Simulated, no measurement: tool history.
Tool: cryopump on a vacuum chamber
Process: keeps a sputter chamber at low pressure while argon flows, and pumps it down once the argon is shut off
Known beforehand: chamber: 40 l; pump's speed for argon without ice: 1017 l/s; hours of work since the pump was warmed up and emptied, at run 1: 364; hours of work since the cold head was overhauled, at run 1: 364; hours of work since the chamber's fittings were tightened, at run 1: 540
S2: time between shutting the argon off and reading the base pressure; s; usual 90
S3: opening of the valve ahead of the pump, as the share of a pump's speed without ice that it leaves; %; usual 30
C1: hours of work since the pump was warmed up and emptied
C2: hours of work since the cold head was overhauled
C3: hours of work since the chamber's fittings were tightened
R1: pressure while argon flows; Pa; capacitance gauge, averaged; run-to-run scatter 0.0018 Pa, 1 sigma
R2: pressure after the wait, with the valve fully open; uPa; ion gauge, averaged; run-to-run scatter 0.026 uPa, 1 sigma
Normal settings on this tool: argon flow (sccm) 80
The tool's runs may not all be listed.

run 1 day=0.000 | argon_flow_(sccm)=80 S2=90 S3=30 | C1=364 C2=364 C3=540 | R1=0.4688 R2=1.54
run 2 day=0.717 | argon_flow_(sccm)=80 S2=90 S3=30 | C1=373 C2=373 C3=549 | R1=0.4659 R2=1.57
run 3 day=1.433 | argon_flow_(sccm)=80 S2=90 S3=30 | C1=383 C2=383 C3=558 | R1=0.4684 R2=1.54
run 4 day=2.142 | argon_flow_(sccm)=80 S2=90 S3=28 | C1=392 C2=392 C3=567 | R1=0.4966 R2=1.54
run 5 day=2.800 | argon_flow_(sccm)=80 S2=90 S3=28 | C1=400 C2=400 C3=576 | R1=0.5006 R2=1.60
run 6 day=3.433 | argon_flow_(sccm)=80 S2=90 S3=28 | C1=408 C2=408 C3=584 | R1=0.5039 R2=1.62
run 7 day=4.104 | argon_flow_(sccm)=80 S2=90 S3=28 | C1=417 C2=417 C3=593 | R1=0.5005 R2=1.52
run 8 day=4.425 | argon_flow_(sccm)=80 S2=90 S3=28 | C1=421 C2=421 C3=597 | R1=0.5018 R2=1.60
run 9 day=5.050 | argon_flow_(sccm)=80 S2=90 S3=28 | C1=429 C2=429 C3=605 | R1=0.5009 R2=1.66
run 10 day=5.775 | argon_flow_(sccm)=80 S2=90 S3=30 | C1=439 C2=439 C3=614 | R1=0.4742 R2=1.60
run 11 day=6.296 | argon_flow_(sccm)=35 S2=90 S3=30 | C1=445 C2=445 C3=621 | R1=0.2059 R2=1.62
run 12 day=6.879 | argon_flow_(sccm)=33 S2=90 S3=36 | C1=453 C2=453 C3=629 | R1=0.1630 R2=1.63
run 13 day=7.279 | argon_flow_(sccm)=33 S2=90 S3=36 | C1=458 C2=458 C3=634 | R1=0.1644 R2=1.65
run 14 day=7.738 | argon_flow_(sccm)=80 S2=148 S3=30 | C1=464 C2=464 C3=640 | R1=0.4742 R2=1.33
run 15 day=8.075 | argon_flow_(sccm)=80 S2=70 S3=30 | C1=468 C2=468 C3=644 | R1=0.4736 R2=1.87
run 16 day=8.642 | argon_flow_(sccm)=80 S2=70 S3=30 | C1=476 C2=476 C3=651 | R1=0.4747 R2=1.88
-- day=9.167 pump warmed up, emptied and cooled again
run 17 day=9.575 | argon_flow_(sccm)=39 S2=70 S3=50 | C1=5 C2=485 C3=661 | R1=0.1308 R2=1.78
run 18 day=10.188 | argon_flow_(sccm)=74 S2=90 S3=30 | C1=13 C2=493 C3=669 | R1=0.4073 R2=1.52
run 19 day=10.875 | argon_flow_(sccm)=74 S2=90 S3=30 | C1=22 C2=502 C3=678 | R1=0.4111 R2=1.49
run 20 day=11.233 | argon_flow_(sccm)=70 S2=26 S3=16 | C1=27 C2=507 C3=682 | R1=0.7333 R2=3.35
run 21 day=11.796 | argon_flow_(sccm)=70 S2=140 S3=45 | C1=34 C2=514 C3=690 | R1=0.2601 R2=1.26

Forecast each of these 5 alternatives for the next run:
run A day=12.258 | argon_flow_(sccm)=70 S2=82 S3=45 | C1=40 C2=520 C3=696 | R1=? R2=?
run B day=12.258 | argon_flow_(sccm)=89 S2=140 S3=45 | C1=40 C2=520 C3=696 | R1=? R2=?
run C day=12.258 | argon_flow_(sccm)=132 S2=243 S3=32 | C1=40 C2=520 C3=696 | R1=? R2=?
run D day=12.258 | argon_flow_(sccm)=141 S2=90 S3=22 | C1=40 C2=520 C3=696 | R1=? R2=?
run E day=12.258 | argon_flow_(sccm)=107 S2=22 S3=49 | C1=40 C2=520 C3=696 | R1=? R2=?

run=A R1=0.2609 R2=1.63
run=B R1=0.3327 R2=1.23
run=C R1=0.6951 R2=1.03
run=D R1=1.0718 R2=1.49
run=E R1=0.3693 R2=3.93
What these runs would have given with no unlogged condition in the tool:
run=A R1=0.2577 R2=1.15
run=B R1=0.3286 R2=0.75
run=C R1=0.6890 R2=0.56
run=D R1=1.0653 R2=1.02
run=E R1=0.3644 R2=3.45

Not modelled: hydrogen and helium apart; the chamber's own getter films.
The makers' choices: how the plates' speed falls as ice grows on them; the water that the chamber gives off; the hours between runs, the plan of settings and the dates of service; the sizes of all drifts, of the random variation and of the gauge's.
